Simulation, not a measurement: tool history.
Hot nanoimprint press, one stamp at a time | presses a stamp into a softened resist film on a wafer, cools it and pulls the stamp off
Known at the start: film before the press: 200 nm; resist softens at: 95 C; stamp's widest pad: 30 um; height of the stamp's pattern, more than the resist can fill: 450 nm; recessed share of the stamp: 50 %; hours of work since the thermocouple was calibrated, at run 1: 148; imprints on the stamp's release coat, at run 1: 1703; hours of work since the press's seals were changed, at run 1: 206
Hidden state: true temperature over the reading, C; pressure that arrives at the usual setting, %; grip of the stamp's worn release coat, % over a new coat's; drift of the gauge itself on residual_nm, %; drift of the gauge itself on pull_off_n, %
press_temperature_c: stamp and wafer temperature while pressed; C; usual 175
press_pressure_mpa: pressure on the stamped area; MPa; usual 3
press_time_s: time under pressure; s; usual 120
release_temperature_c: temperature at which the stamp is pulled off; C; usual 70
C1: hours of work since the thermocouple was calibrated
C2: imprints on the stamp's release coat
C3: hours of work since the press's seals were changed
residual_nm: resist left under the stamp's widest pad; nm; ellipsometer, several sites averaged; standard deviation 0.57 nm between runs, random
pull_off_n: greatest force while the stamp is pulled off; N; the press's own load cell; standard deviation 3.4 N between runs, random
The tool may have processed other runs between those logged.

{"run": 1, "hour": 0.0, "press_temperature_c": 175, "press_pressure_mpa": 3, "press_time_s": 120, "release_temperature_c": 70, "C1": 148, "C2": 1703, "C3": 206, "residual_nm": 80.9, "pull_off_n": 228}
{"run": 2, "hour": 41.7, "press_temperature_c": 175, "press_pressure_mpa": 3, "press_time_s": 120, "release_temperature_c": 70, "C1": 165, "C2": 1783, "C3": 224, "residual_nm": 80.9, "pull_off_n": 221}
{"run": 3, "hour": 67.5, "press_temperature_c": 175, "press_pressure_mpa": 3, "press_time_s": 120, "release_temperature_c": 70, "C1": 176, "C2": 1833, "C3": 235, "residual_nm": 80.5, "pull_off_n": 223}
{"run": 4, "hour": 98.5, "press_temperature_c": 175, "press_pressure_mpa": 3, "press_time_s": 120, "release_temperature_c": 70, "C1": 189, "C2": 1892, "C3": 248, "residual_nm": 81, "pull_off_n": 228}
{"run": 5, "hour": 130.4, "press_temperature_c": 167, "press_pressure_mpa": 3, "press_time_s": 120, "release_temperature_c": 70, "C1": 202, "C2": 1953, "C3": 261, "residual_nm": 114, "pull_off_n": 239}
{"hour": 172.3, "done": "stamp cleaned and given a new release coat"}
{"run": 6, "hour": 177.6, "press_temperature_c": 167, "press_pressure_mpa": 2.53, "press_time_s": 120, "release_temperature_c": 70, "C1": 220, "C2": 10, "C3": 279, "residual_nm": 120.5, "pull_off_n": 166}
{"run": 7, "hour": 224.3, "press_temperature_c": 167, "press_pressure_mpa": 2.53, "press_time_s": 120, "release_temperature_c": 70, "C1": 239, "C2": 100, "C3": 298, "residual_nm": 121, "pull_off_n": 168}
{"run": 8, "hour": 245.7, "press_temperature_c": 167, "press_pressure_mpa": 2.53, "press_time_s": 120, "release_temperature_c": 70, "C1": 248, "C2": 141, "C3": 307, "residual_nm": 120.5, "pull_off_n": 165}
{"hour": 288.8, "done": "plate thermocouple calibrated"}
{"run": 9, "hour": 291.7, "press_temperature_c": 167, "press_pressure_mpa": 2.53, "press_time_s": 120, "release_temperature_c": 70, "C1": 1, "C2": 224, "C3": 325, "residual_nm": 122, "pull_off_n": 172}
{"run": 10, "hour": 322.6, "press_temperature_c": 167, "press_pressure_mpa": 2.53, "press_time_s": 120, "release_temperature_c": 70, "C1": 14, "C2": 283, "C3": 338, "residual_nm": 123.2, "pull_off_n": 172}
{"run": 11, "hour": 372.1, "press_temperature_c": 167, "press_pressure_mpa": 2.18, "press_time_s": 120, "release_temperature_c": 70, "C1": 35, "C2": 378, "C3": 359, "residual_nm": 127.2, "pull_off_n": 176}
{"run": 12, "hour": 406.1, "press_temperature_c": 167, "press_pressure_mpa": 2.18, "press_time_s": 120, "release_temperature_c": 70, "C1": 49, "C2": 443, "C3": 374, "residual_nm": 126.8, "pull_off_n": 178}
{"run": 13, "hour": 440.3, "press_temperature_c": 167, "press_pressure_mpa": 2.18, "press_time_s": 120, "release_temperature_c": 70, "C1": 64, "C2": 509, "C3": 388, "residual_nm": 127.7, "pull_off_n": 186}
{"run": 14, "hour": 474.7, "press_temperature_c": 170, "press_pressure_mpa": 2.18, "press_time_s": 120, "release_temperature_c": 70, "C1": 78, "C2": 575, "C3": 402, "residual_nm": 112.7, "pull_off_n": 185}
{"run": 15, "hour": 509.5, "press_temperature_c": 175, "press_pressure_mpa": 3, "press_time_s": 143, "release_temperature_c": 70, "C1": 93, "C2": 642, "C3": 417, "residual_nm": 75.2, "pull_off_n": 187}
{"run": 16, "hour": 554.2, "press_temperature_c": 169, "press_pressure_mpa": 3.92, "press_time_s": 120, "release_temperature_c": 70, "C1": 112, "C2": 728, "C3": 436, "residual_nm": 94.8, "pull_off_n": 194}
{"run": 17, "hour": 596.1, "press_temperature_c": 179, "press_pressure_mpa": 2.78, "press_time_s": 120, "release_temperature_c": 70, "C1": 129, "C2": 808, "C3": 453, "residual_nm": 68.9, "pull_off_n": 194}
{"run": 18, "hour": 640.1, "press_temperature_c": 178, "press_pressure_mpa": 2.46, "press_time_s": 120, "release_temperature_c": 70, "C1": 148, "C2": 893, "C3": 472, "residual_nm": 75.9, "pull_off_n": 198}
{"run": 19, "hour": 668.2, "press_temperature_c": 178, "press_pressure_mpa": 2.46, "press_time_s": 120, "release_temperature_c": 70, "C1": 160, "C2": 947, "C3": 484, "residual_nm": 75.9, "pull_off_n": 193}
{"run": 20, "hour": 713.6, "press_temperature_c": 173, "press_pressure_mpa": 3.87, "press_time_s": 153, "release_temperature_c": 72, "C1": 179, "C2": 1034, "C3": 503, "residual_nm": 71.2, "pull_off_n": 200}
{"run": 21, "hour": 761.2, "press_temperature_c": 175, "press_pressure_mpa": 2.75, "press_time_s": 112, "release_temperature_c": 73, "C1": 199, "C2": 1125, "C3": 523, "residual_nm": 85.4, "pull_off_n": 205}
{"run": 22, "hour": 787.6, "press_temperature_c": 175, "press_pressure_mpa": 2.75, "press_time_s": 112, "release_temperature_c": 73, "C1": 210, "C2": 1176, "C3": 534, "residual_nm": 84.1, "pull_off_n": 201}
{"run": 23, "hour": 832.3, "press_temperature_c": 175, "press_pressure_mpa": 2.75, "press_time_s": 112, "release_temperature_c": 73, "C1": 229, "C2": 1262, "C3": 553, "residual_nm": 85.8, "pull_off_n": 198}
{"run": 24, "hour": 870.9, "press_temperature_c": 178, "press_pressure_mpa": 1.91, "press_time_s": 200, "release_temperature_c": 69, "C1": 245, "C2": 1336, "C3": 569, "residual_nm": 68.3, "pull_off_n": 213}
{"run": 25, "hour": 906.4, "press_temperature_c": 181, "press_pressure_mpa": 1.97, "press_time_s": 63, "release_temperature_c": 58, "C1": 260, "C2": 1404, "C3": 584, "residual_nm": 93.9, "pull_off_n": 224}
{"hour": 922.7, "done": "plate thermocouple calibrated"}
{"run": 26, "hour": 955.3, "press_temperature_c": 180, "press_pressure_mpa": 3.77, "press_time_s": 65, "release_temperature_c": 55, "C1": 14, "C2": 1492, "C3": 603, "residual_nm": 78.1, "pull_off_n": 236}
{"run": 27, "hour": 981.9, "press_temperature_c": 180, "press_pressure_mpa": 3.77, "press_time_s": 65, "release_temperature_c": 55, "C1": 25, "C2": 1543, "C3": 615, "residual_nm": 77.9, "pull_off_n": 232}
{"run": 28, "hour": 1007.5, "press_temperature_c": 175, "press_pressure_mpa": 3, "press_time_s": 120, "release_temperature_c": 55, "C1": 36, "C2": 1592, "C3": 625, "residual_nm": 82.5, "pull_off_n": 240}
{"run": 29, "hour": 1042.3, "press_temperature_c": 175, "press_pressure_mpa": 3, "press_time_s": 120, "release_temperature_c": 55, "C1": 50, "C2": 1659, "C3": 640, "residual_nm": 82.6, "pull_off_n": 237}
{"run": 30, "hour": 1082.7, "press_temperature_c": 175, "press_pressure_mpa": 3, "press_time_s": 206, "release_temperature_c": 75, "C1": 67, "C2": 1737, "C3": 657, "residual_nm": 65.8, "pull_off_n": 216}

How the hidden state differs across the entries between the runs, from the last listed run before each to the first after it:
Run 5 -> run 6: stamp cleaned and given a new release coat (hour 172.3)
  true temperature over the reading, C: 0.4 -> 0.46; pressure that arrives at the usual setting, %: 97.64 -> 97.5; grip of the stamp's worn release coat, % over a new coat's: 44.1 -> 0.2
  what was measured, less what the result would be without the hidden state, residual_nm: -0.9 -> -1.3 nm; pull_off_n: +72 -> +0 N
Run 8 -> run 9: plate thermocouple calibrated (hour 288.8)
  true temperature over the reading, C: 0.55 -> 0.15; pressure that arrives at the usual setting, %: 97.27 -> 97.13; grip of the stamp's worn release coat, % over a new coat's: 3.1 -> 5
  what was measured, less what the result would be without the hidden state, residual_nm: -1.6 -> +0.3 nm; pull_off_n: +4 -> +8 N
Run 25 -> run 26: plate thermocouple calibrated (hour 922.7)
  true temperature over the reading, C: 0.97 -> 0.05; pressure that arrives at the usual setting, %: 95.08 -> 94.93; grip of the stamp's worn release coat, % over a new coat's: 31.6 -> 33.6
  what was measured, less what the result would be without the hidden state, residual_nm: -2.4 -> +2 nm; pull_off_n: +53 -> +59 N
